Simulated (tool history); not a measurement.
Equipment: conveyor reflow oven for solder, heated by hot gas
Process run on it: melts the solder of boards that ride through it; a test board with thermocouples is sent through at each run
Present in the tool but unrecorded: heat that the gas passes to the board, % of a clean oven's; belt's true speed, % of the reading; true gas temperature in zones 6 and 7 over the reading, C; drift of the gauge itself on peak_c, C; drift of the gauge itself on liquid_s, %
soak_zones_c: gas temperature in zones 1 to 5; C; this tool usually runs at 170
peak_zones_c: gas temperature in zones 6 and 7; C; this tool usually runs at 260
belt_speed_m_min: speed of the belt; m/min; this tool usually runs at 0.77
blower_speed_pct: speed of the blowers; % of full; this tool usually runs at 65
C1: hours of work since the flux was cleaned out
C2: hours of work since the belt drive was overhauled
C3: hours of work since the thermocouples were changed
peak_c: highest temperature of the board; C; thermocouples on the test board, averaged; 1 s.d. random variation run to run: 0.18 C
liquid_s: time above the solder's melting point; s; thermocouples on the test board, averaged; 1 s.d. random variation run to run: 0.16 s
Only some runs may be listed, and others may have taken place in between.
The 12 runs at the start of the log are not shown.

Run 13, hour 172.7: usual settings; C1 167; C2 278; C3 548. Result: peak_c 242.5 C, liquid_s 39.4 s.
Run 14, hour 183.3: usual settings but blower_speed_pct 75 % of full; C1 173; C2 285; C3 554. Result: peak_c 243.8 C, liquid_s 40.6 s.
Run 15, hour 199.9: usual settings but blower_speed_pct 75 % of full; C1 182; C2 294; C3 564. Result: peak_c 243.7 C, liquid_s 40.8 s.
Run 16, hour 217.3: usual settings but blower_speed_pct 61 % of full; C1 192; C2 304; C3 574. Result: peak_c 242 C, liquid_s 38.4 s.
Run 17, hour 233.8: usual settings but soak_zones_c 159 C, peak_zones_c 270 C; C1 202; C2 313; C3 583. Result: peak_c 249.1 C, liquid_s 41.1 s.
Run 18, hour 246.3: usual settings but soak_zones_c 164 C, belt_speed_m_min 0.818 m/min, blower_speed_pct 84 % of full; C1 209; C2 320; C3 590. Result: peak_c 242.1 C, liquid_s 35.3 s.
Run 19, hour 262.2: usual settings but soak_zones_c 159 C, belt_speed_m_min 0.809 m/min, blower_speed_pct 53 % of full; C1 218; C2 330; C3 599. Result: peak_c 236.3 C, liquid_s 27.9 s.
Run 20, hour 272.2: usual settings but soak_zones_c 159 C, belt_speed_m_min 0.809 m/min, blower_speed_pct 53 % of full; C1 224; C2 335; C3 605. Result: peak_c 236.1 C, liquid_s 27.9 s.
At hour 278.8: flux residue cleaned out of gas plates and filters.
Run 21, hour 289.3: usual settings but soak_zones_c 159 C, belt_speed_m_min 0.809 m/min, blower_speed_pct 53 % of full; C1 6; C2 342; C3 612. Result: peak_c 235.4 C, liquid_s 26.8 s.
Run 22, hour 305.8: usual settings but peak_zones_c 263 C, blower_speed_pct 90 % of full; C1 15; C2 352; C3 621. Result: peak_c 247 C, liquid_s 43 s.
Run 23, hour 319.3: usual settings but belt_speed_m_min 0.659 m/min, blower_speed_pct 62 % of full; C1 23; C2 359; C3 629. Result: peak_c 245.3 C, liquid_s 50.3 s.

Run 24 comes next. What will it give?
Run 24, hour 328.3: usual settings but belt_speed_m_min 0.796 m/min, blower_speed_pct 84 % of full; C1 28; C2 364; C3 634. Result: peak_c ?, liquid_s ?.

peak_c: 242.3 C
liquid_s: 38.3 s
Take away the tool's hidden state, keep the run-to-run variation as it was, and the same run would have given peak_c 246.5 C, liquid_s 41.5 s.
